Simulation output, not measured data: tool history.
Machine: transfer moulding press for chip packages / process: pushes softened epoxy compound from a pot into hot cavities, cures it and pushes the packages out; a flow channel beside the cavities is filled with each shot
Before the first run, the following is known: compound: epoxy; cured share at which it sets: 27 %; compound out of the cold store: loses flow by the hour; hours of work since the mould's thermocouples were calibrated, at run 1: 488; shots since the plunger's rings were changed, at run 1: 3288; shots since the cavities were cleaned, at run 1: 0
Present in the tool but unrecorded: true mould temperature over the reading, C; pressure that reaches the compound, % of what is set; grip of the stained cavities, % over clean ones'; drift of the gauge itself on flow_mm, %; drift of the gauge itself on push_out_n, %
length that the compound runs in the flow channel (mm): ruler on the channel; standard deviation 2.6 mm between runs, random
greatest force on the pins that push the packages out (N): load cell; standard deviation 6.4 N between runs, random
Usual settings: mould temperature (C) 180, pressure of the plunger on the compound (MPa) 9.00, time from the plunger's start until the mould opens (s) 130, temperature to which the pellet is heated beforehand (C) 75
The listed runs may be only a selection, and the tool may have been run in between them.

run   hour  mould temperature (C)  pressure of the plunger on the compound (MPa)  time from the plunger's start until the mould opens (s)  temperature to which the pellet is heated beforehand (C)  hours of work since the mould's thermocouples were calibrated  shots since the plunger's rings were changed  shots since the cavities were cleaned  incoming compound's hours out of the cold store  length that the compound runs in the flow channel (mm)  greatest force on the pins that push the packages out (N)
  1    0.0                    180                                           9.00                                                      130                                                        75                                                            488                                          3288                                      0                                             22.6                                                     611                                                        252
  2   26.3                    180                                           9.00                                                      130                                                        75                                                            499                                          3451                                    163                                             24.0                                                     605                                                        295
  3   50.2                    180                                           9.00                                                      130                                                        75                                                            508                                          3599                                    311                                              8.3                                                     680                                                        312
  4   73.0                    180                                           9.00                                                      130                                                        75                                                            518                                          3740                                    452                                             42.5                                                     526                                                        316
      84.3  -- cavities cleaned with cleaning compound and waxed
  5  101.7                    180                                           9.00                                                      130                                                        75                                                            528                                          3909                                    108                                             30.3                                                     570                                                        279
  6  119.5                    180                                           9.00                                                      130                                                        75                                                            536                                          4020                                    219                                             17.6                                                     629                                                        292
  7  144.8                    180                                           9.00                                                      130                                                        75                                                            546                                          4177                                    376                                              9.5                                                     670                                                        316
     167.7  -- plunger's sealing rings changed
  8  167.8                    185                                           9.00                                                      132                                                        68                                                            554                                             1                                    503                                             10.9                                                     685                                                        293
     170.7  -- cavities cleaned with cleaning compound and waxed
  9  195.9                    182                                           7.37                                                      132                                                        68                                                            565                                           166                                    156                                             35.9                                                     515                                                        249
 10  215.2                    182                                           7.37                                                      132                                                        68                                                            573                                           286                                    276                                             22.8                                                     567                                                        279
 11  233.9                    187                                           9.41                                                      140                                                        81                                                            580                                           402                                    392                                             29.1                                                     604                                                        274
     255.3  -- cavities cleaned with cleaning compound and waxed
 12  258.7                    187                                           9.00                                                      130                                                        75                                                            590                                           546                                     21                                             19.1                                                     638                                                        225

5 ways to go on from here, each from the tool as it stands after run 12. What would each give?
  A  277.4                    180                                           9.00                                                      120                                                        80                                                            597                                           663                                    138                                             30.8                                                       ?                                                          ?
  B  277.4                    183                                           9.00                                                      130                                                        77                                                            597                                           663                                    138                                             47.0                                                       ?                                                          ?
  C  277.4                    173                                           9.00                                                      161                                                        74                                                            597                                           663                                    138                                             43.1                                                       ?                                                          ?
  D  277.4                    174                                          10.78                                                      130                                                        67                                                            597                                           663                                    138                                             19.4                                                       ?                                                          ?
  E  277.4                    181                                           9.00                                                      130                                                        73                                                            597                                           663                                    138                                             19.0                                                       ?                                                          ?

run  length that the compound runs in the flow channel (mm)  greatest force on the pins that push the packages out (N)
  A                                                     592                                                        301
  B                                                     521                                                        259
  C                                                     549                                                        282
  D                                                     723                                                        403
  E                                                     648                                                        275
What these runs would have given with no unlogged condition in the tool:
run  length that the compound runs in the flow channel (mm)  greatest force on the pins that push the packages out (N)
  A                                                     597                                                        272
  B                                                     526                                                        232
  C                                                     555                                                        254
  D                                                     730                                                        367
  E                                                     654                                                        247

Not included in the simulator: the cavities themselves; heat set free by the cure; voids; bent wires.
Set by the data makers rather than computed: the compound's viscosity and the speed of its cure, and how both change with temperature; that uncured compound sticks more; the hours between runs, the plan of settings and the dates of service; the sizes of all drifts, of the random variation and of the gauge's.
